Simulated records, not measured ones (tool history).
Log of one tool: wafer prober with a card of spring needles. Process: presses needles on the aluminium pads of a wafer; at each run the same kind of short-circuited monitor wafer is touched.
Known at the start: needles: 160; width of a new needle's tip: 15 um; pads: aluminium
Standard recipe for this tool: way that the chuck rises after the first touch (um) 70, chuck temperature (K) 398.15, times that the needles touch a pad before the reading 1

run	hour	way that the chuck rises after the first touch (um)	chuck temperature (K)	times that the needles touch a pad before the reading	resistance of one needle with its contact and lead (mohm)	way that a needle slides on the pad (um)
1	0	70	398.15	1	289	17.02
# hour 10.1: tips cleaned on abrasive film
# hour 25.9: tips cleaned on abrasive film
# hour 41.4: tips cleaned on abrasive film
2	41.4	61	398.15	1	294	14.95
# hour 57.7: tips cleaned on abrasive film
# hour 71.1: tips cleaned on abrasive film
# hour 71.4: height of the first contact set anew
# hour 88.2: tips cleaned on abrasive film
3	89.6	61	398.15	1	293	14.71
# hour 102.9: tips cleaned on abrasive film
# hour 119.6: tips cleaned on abrasive film
4	123.3	70	398.15	1	288	17.01
# hour 133.4: tips cleaned on abrasive film
# hour 150.1: tips cleaned on abrasive film
# hour 166.3: tips cleaned on abrasive film
5	178.2	70	398.15	1	288	16.97
# hour 181.6: tips cleaned on abrasive film
# hour 198.3: tips cleaned on abrasive film
# hour 214.9: tips cleaned on abrasive film
6	222.3	70	378.15	1	283	16.99
# hour 229.1: tips cleaned on abrasive film
# hour 245.8: tips cleaned on abrasive film
# hour 262.2: tips cleaned on abrasive film
# hour 278.7: tips cleaned on abrasive film
7	280.5	70	378.15	1	286	16.84
# hour 293.9: tips cleaned on abrasive film
# hour 310.6: tips cleaned on abrasive film
8	310.6	70	378.15	1	286	16.9
# hour 326.8: tips cleaned on abrasive film
# hour 343.5: tips cleaned on abrasive film
# hour 360.2: tips cleaned on abrasive film
# hour 373.8: height of the first contact set anew
# hour 374.6: tips cleaned on abrasive film
9	374.6	70	378.15	1	278	16.94
# hour 391.4: tips cleaned on abrasive film
# hour 408.1: tips cleaned on abrasive film
10	417.2	70	378.15	1	281	16.71
# hour 423.9: tips cleaned on abrasive film
# hour 440.3: tips cleaned on abrasive film
# hour 456.8: tips cleaned on abrasive film
# hour 473.2: tips cleaned on abrasive film
11	485.1	70	378.15	1	285	17
# hour 488.5: tips cleaned on abrasive film
# hour 505: tips cleaned on abrasive film
# hour 520.8: tips cleaned on abrasive film
12	528.4	82	398.15	1	288	19.77
# hour 534.3: tips cleaned on abrasive film
# hour 547.7: tips cleaned on abrasive film
# hour 564.4: tips cleaned on abrasive film
# hour 580.2: tips cleaned on abrasive film
13	590.6	70	398.15	1	291	16.76
# hour 594: tips cleaned on abrasive film
# hour 610.7: tips cleaned on abrasive film
# hour 627.5: tips cleaned on abrasive film
14	633.7	70	398.15	1	288	16.74
# hour 643.7: tips cleaned on abrasive film
# hour 660.5: tips cleaned on abrasive film
# hour 676.6: tips cleaned on abrasive film
# hour 676.9: height of the first contact set anew
15	690	68	398.15	2	295	16.34
# hour 693.4: tips cleaned on abrasive film
# hour 709.9: tips cleaned on abrasive film
# hour 725.1: tips cleaned on abrasive film
16	725.1	82	398.15	2	284	19.65
# hour 741.5: tips cleaned on abrasive film
# hour 757.6: tips cleaned on abrasive film
# hour 774.4: tips cleaned on abrasive film
17	778.2	77	314.15	1	264	18.26
# hour 788.3: tips cleaned on abrasive film
# hour 804.7: tips cleaned on abrasive film
18	814.8	77	314.15	1	259	18.35
# hour 818.2: tips cleaned on abrasive film
# hour 831.6: tips cleaned on abrasive film
# hour 848.3: tips cleaned on abrasive film
# hour 864.2: tips cleaned on abrasive film
19	864.2	70	313.15	1	265	16.61
# hour 880.9: tips cleaned on abrasive film
# hour 897.1: tips cleaned on abrasive film
20	901.3	70	398.15	1	294	16.65
# hour 911: tips cleaned on abrasive film
# hour 921: gauge calibrated
# hour 927.7: tips cleaned on abrasive film
# hour 941.4: tips cleaned on abrasive film
21	941.4	80	357.15	1	279	19.43
# hour 958.1: tips cleaned on abrasive film
# hour 974.4: tips cleaned on abrasive film
# hour 978: height of the first contact set anew
# hour 991.4: tips cleaned on abrasive film
22	998.2	68	299.15	2	259	16.81
# hour 1007.7: tips cleaned on abrasive film
# hour 1024.1: tips cleaned on abrasive film
# hour 1040.2: tips cleaned on abrasive film
23	1053.1	68	299.15	2	264	16.41
# hour 1056.5: tips cleaned on abrasive film
# hour 1071.8: tips cleaned on abrasive film
# hour 1088.3: tips cleaned on abrasive film
# hour 1105.1: tips cleaned on abrasive film
24	1110.5	68	299.15	2	262	16.43
# hour 1120.6: tips cleaned on abrasive film
# hour 1137.3: tips cleaned on abrasive film
# hour 1154: tips cleaned on abrasive film
# hour 1170.8: tips cleaned on abrasive film
25	1175.5	70	398.15	2	290	16.96
# hour 1185.3: tips cleaned on abrasive film
# hour 1202: tips cleaned on abrasive film
# hour 1218.3: tips cleaned on abrasive film
# hour 1234.2: tips cleaned on abrasive film
26	1234.2	52	337.15	1	277	12.63
# hour 1250: tips cleaned on abrasive film
# hour 1266.2: tips cleaned on abrasive film
# hour 1279.3: height of the first contact set anew
# hour 1282.7: tips cleaned on abrasive film
27	1285	52	337.15	1	279	12.74

4 ways to go on from here, each from the tool as it stands after run 27. What would each give?
# hour 1298.4: tips cleaned on abrasive film
# hour 1314.8: tips cleaned on abrasive film
# hour 1331.1: tips cleaned on abrasive film
A	1339.9	70	353.15	1	?	?
# hour 1298.4: tips cleaned on abrasive film
# hour 1314.8: tips cleaned on abrasive film
# hour 1331.1: tips cleaned on abrasive film
B	1339.9	65	362.15	1	?	?
# hour 1298.4: tips cleaned on abrasive film
# hour 1314.8: tips cleaned on abrasive film
# hour 1331.1: tips cleaned on abrasive film
C	1339.9	52	329.15	1	?	?
# hour 1298.4: tips cleaned on abrasive film
# hour 1314.8: tips cleaned on abrasive film
# hour 1331.1: tips cleaned on abrasive film
D	1339.9	65	327.15	1	?	?

run	resistance of one needle with its contact and lead (mohm)	way that a needle slides on the pad (um)
A	277	16.87
B	280	15.58
C	284	12.44
D	271	15.66
The same runs, with their run-to-run variation unchanged, on a tool lacking any hidden condition would have given:
run	resistance of one needle with its contact and lead (mohm)	way that a needle slides on the pad (um)
A	276	17.1
B	280	15.79
C	283	12.61
D	270	15.88

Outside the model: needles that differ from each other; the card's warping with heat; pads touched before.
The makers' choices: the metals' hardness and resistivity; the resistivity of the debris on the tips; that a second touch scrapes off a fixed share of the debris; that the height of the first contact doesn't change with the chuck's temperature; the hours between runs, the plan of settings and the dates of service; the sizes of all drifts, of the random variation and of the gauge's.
